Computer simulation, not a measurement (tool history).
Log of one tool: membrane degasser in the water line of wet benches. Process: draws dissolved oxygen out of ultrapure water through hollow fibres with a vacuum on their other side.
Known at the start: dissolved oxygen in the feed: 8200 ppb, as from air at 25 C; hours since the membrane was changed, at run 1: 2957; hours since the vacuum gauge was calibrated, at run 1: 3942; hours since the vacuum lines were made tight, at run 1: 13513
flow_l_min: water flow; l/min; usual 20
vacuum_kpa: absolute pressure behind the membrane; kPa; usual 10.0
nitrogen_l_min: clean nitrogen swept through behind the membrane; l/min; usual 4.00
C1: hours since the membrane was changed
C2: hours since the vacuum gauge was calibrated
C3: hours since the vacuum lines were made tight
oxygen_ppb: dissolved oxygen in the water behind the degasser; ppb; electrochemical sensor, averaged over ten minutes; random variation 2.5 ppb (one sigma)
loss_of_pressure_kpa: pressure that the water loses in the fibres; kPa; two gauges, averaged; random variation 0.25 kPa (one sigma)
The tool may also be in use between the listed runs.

{"run": 1, "day": 0.0, "flow_l_min": 20, "vacuum_kpa": 10.0, "nitrogen_l_min": 4.0, "C1": 2957, "C2": 3942, "C3": 13513, "oxygen_ppb": 261.3, "loss_of_pressure_kpa": 66.91}
{"run": 2, "day": 3.296, "flow_l_min": 20, "vacuum_kpa": 10.0, "nitrogen_l_min": 4.0, "C1": 3036, "C2": 4021, "C3": 13592, "oxygen_ppb": 259.6, "loss_of_pressure_kpa": 66.95}
{"run": 3, "day": 6.179, "flow_l_min": 20, "vacuum_kpa": 10.0, "nitrogen_l_min": 4.0, "C1": 3106, "C2": 4090, "C3": 13661, "oxygen_ppb": 261.7, "loss_of_pressure_kpa": 66.53}
{"run": 4, "day": 8.929, "flow_l_min": 20, "vacuum_kpa": 10.0, "nitrogen_l_min": 3.97, "C1": 3172, "C2": 4156, "C3": 13727, "oxygen_ppb": 258.1, "loss_of_pressure_kpa": 66.92}
{"run": 5, "day": 10.488, "flow_l_min": 20, "vacuum_kpa": 10.0, "nitrogen_l_min": 3.97, "C1": 3209, "C2": 4194, "C3": 13764, "oxygen_ppb": 266.8, "loss_of_pressure_kpa": 66.96}
{"run": 6, "day": 13.846, "flow_l_min": 20, "vacuum_kpa": 10.0, "nitrogen_l_min": 3.97, "C1": 3290, "C2": 4274, "C3": 13845, "oxygen_ppb": 261.1, "loss_of_pressure_kpa": 67.21}
{"run": 7, "day": 16.075, "flow_l_min": 20, "vacuum_kpa": 14.3, "nitrogen_l_min": 4.0, "C1": 3343, "C2": 4328, "C3": 13898, "oxygen_ppb": 314.1, "loss_of_pressure_kpa": 67.06}
{"day": 17.288, "done": "seals of the vacuum lines changed"}
{"run": 8, "day": 17.758, "flow_l_min": 20, "vacuum_kpa": 10.0, "nitrogen_l_min": 4.0, "C1": 3381, "C2": 4366, "C3": 11, "oxygen_ppb": 258.3, "loss_of_pressure_kpa": 66.97}
{"run": 9, "day": 19.529, "flow_l_min": 20, "vacuum_kpa": 10.0, "nitrogen_l_min": 4.0, "C1": 3424, "C2": 4409, "C3": 54, "oxygen_ppb": 258.0, "loss_of_pressure_kpa": 66.81}
{"run": 10, "day": 22.912, "flow_l_min": 20, "vacuum_kpa": 10.0, "nitrogen_l_min": 4.0, "C1": 3505, "C2": 4490, "C3": 135, "oxygen_ppb": 261.7, "loss_of_pressure_kpa": 67.42}
{"run": 11, "day": 25.279, "flow_l_min": 20, "vacuum_kpa": 6.0, "nitrogen_l_min": 4.0, "C1": 3562, "C2": 4547, "C3": 192, "oxygen_ppb": 207.5, "loss_of_pressure_kpa": 67.22}
{"run": 12, "day": 28.838, "flow_l_min": 20, "vacuum_kpa": 6.0, "nitrogen_l_min": 4.0, "C1": 3647, "C2": 4632, "C3": 277, "oxygen_ppb": 208.2, "loss_of_pressure_kpa": 67.17}
{"run": 13, "day": 30.975, "flow_l_min": 20, "vacuum_kpa": 6.0, "nitrogen_l_min": 4.0, "C1": 3699, "C2": 4683, "C3": 329, "oxygen_ppb": 209.8, "loss_of_pressure_kpa": 66.9}
{"run": 14, "day": 32.512, "flow_l_min": 20, "vacuum_kpa": 10.0, "nitrogen_l_min": 4.0, "C1": 3736, "C2": 4720, "C3": 365, "oxygen_ppb": 255.7, "loss_of_pressure_kpa": 66.9}
{"run": 15, "day": 35.996, "flow_l_min": 20, "vacuum_kpa": 10.0, "nitrogen_l_min": 4.0, "C1": 3819, "C2": 4804, "C3": 449, "oxygen_ppb": 259.1, "loss_of_pressure_kpa": 66.98}
{"run": 16, "day": 38.571, "flow_l_min": 20, "vacuum_kpa": 10.0, "nitrogen_l_min": 4.0, "C1": 3881, "C2": 4866, "C3": 511, "oxygen_ppb": 257.8, "loss_of_pressure_kpa": 66.98}
{"run": 17, "day": 41.329, "flow_l_min": 17, "vacuum_kpa": 16.2, "nitrogen_l_min": 3.22, "C1": 3947, "C2": 4932, "C3": 577, "oxygen_ppb": 263.7, "loss_of_pressure_kpa": 56.93}
{"run": 18, "day": 43.054, "flow_l_min": 20, "vacuum_kpa": 15.9, "nitrogen_l_min": 4.83, "C1": 3989, "C2": 4973, "C3": 618, "oxygen_ppb": 301.7, "loss_of_pressure_kpa": 67.2}
{"run": 19, "day": 46.604, "flow_l_min": 28, "vacuum_kpa": 16.3, "nitrogen_l_min": 4.85, "C1": 4074, "C2": 5059, "C3": 704, "oxygen_ppb": 614.9, "loss_of_pressure_kpa": 94.13}
{"run": 20, "day": 48.688, "flow_l_min": 28, "vacuum_kpa": 16.3, "nitrogen_l_min": 4.85, "C1": 4124, "C2": 5109, "C3": 754, "oxygen_ppb": 607.8, "loss_of_pressure_kpa": 93.84}
{"run": 21, "day": 50.983, "flow_l_min": 16, "vacuum_kpa": 6.2, "nitrogen_l_min": 1.66, "C1": 4179, "C2": 5164, "C3": 809, "oxygen_ppb": 155.4, "loss_of_pressure_kpa": 54.0}
{"run": 22, "day": 53.196, "flow_l_min": 22, "vacuum_kpa": 14.7, "nitrogen_l_min": 3.43, "C1": 4232, "C2": 5217, "C3": 862, "oxygen_ppb": 409.1, "loss_of_pressure_kpa": 73.62}
{"run": 23, "day": 55.208, "flow_l_min": 22, "vacuum_kpa": 14.7, "nitrogen_l_min": 3.43, "C1": 4280, "C2": 5265, "C3": 910, "oxygen_ppb": 398.7, "loss_of_pressure_kpa": 73.69}
{"run": 24, "day": 56.846, "flow_l_min": 17, "vacuum_kpa": 14.7, "nitrogen_l_min": 7.11, "C1": 4320, "C2": 5304, "C3": 949, "oxygen_ppb": 171.0, "loss_of_pressure_kpa": 56.82}
{"run": 25, "day": 59.775, "flow_l_min": 15, "vacuum_kpa": 16.2, "nitrogen_l_min": 3.0, "C1": 4390, "C2": 5375, "C3": 1020, "oxygen_ppb": 222.2, "loss_of_pressure_kpa": 50.78}
{"run": 26, "day": 63.15, "flow_l_min": 30, "vacuum_kpa": 20.2, "nitrogen_l_min": 2.35, "C1": 4471, "C2": 5456, "C3": 1101, "oxygen_ppb": 945.5, "loss_of_pressure_kpa": 101.05}
{"run": 27, "day": 65.55, "flow_l_min": 30, "vacuum_kpa": 20.2, "nitrogen_l_min": 2.35, "C1": 4528, "C2": 5513, "C3": 1158, "oxygen_ppb": 931.9, "loss_of_pressure_kpa": 100.79}
{"run": 28, "day": 68.329, "flow_l_min": 30, "vacuum_kpa": 21.9, "nitrogen_l_min": 2.35, "C1": 4595, "C2": 5580, "C3": 1225, "oxygen_ppb": 980.3, "loss_of_pressure_kpa": 100.99}
{"run": 29, "day": 70.088, "flow_l_min": 15, "vacuum_kpa": 21.9, "nitrogen_l_min": 2.83, "C1": 4637, "C2": 5622, "C3": 1267, "oxygen_ppb": 299.0, "loss_of_pressure_kpa": 50.67}
{"run": 30, "day": 72.233, "flow_l_min": 17, "vacuum_kpa": 8.4, "nitrogen_l_min": 2.42, "C1": 4689, "C2": 5674, "C3": 1319, "oxygen_ppb": 193.9, "loss_of_pressure_kpa": 57.01}
{"run": 31, "day": 75.442, "flow_l_min": 17, "vacuum_kpa": 9.2, "nitrogen_l_min": 3.05, "C1": 4766, "C2": 5751, "C3": 1396, "oxygen_ppb": 185.3, "loss_of_pressure_kpa": 57.28}
{"day": 79.117, "done": "vacuum gauge calibrated"}
{"run": 32, "day": 79.117, "flow_l_min": 21, "vacuum_kpa": 19.6, "nitrogen_l_min": 3.05, "C1": 4854, "C2": 0, "C3": 1483, "oxygen_ppb": 454.8, "loss_of_pressure_kpa": 70.4}

Hidden state or all else? Some run-to-run changes of oxygen_ppb, split into what the settings, what came in and random variation would give without the hidden state, and what is left for the hidden state (with any gauge scatter that isn't in both results):
The hidden state here: membrane still open, %; true pressure behind the membrane over the reading, kPa; air that leaks in behind the membrane, l/min; drift of the gauge itself on oxygen_ppb, %; drift of the gauge itself on loss_of_pressure_kpa, %.
Run 20 -> 21: flow_l_min 28 -> 16, vacuum_kpa 16.3 -> 6.2, nitrogen_l_min 4.85 -> 1.66. oxygen_ppb -452.4 ppb: hidden state -15.3, all else -437.1.
Run 25 -> 26: flow_l_min 15 -> 30, vacuum_kpa 16.2 -> 20.2, nitrogen_l_min 3.00 -> 2.35. oxygen_ppb +723.3 ppb: hidden state +22.0, all else +701.3.
Run 28 -> 29: flow_l_min 30 -> 15, nitrogen_l_min 2.35 -> 2.83. oxygen_ppb -681.3 ppb: hidden state -21.5, all else -659.8.
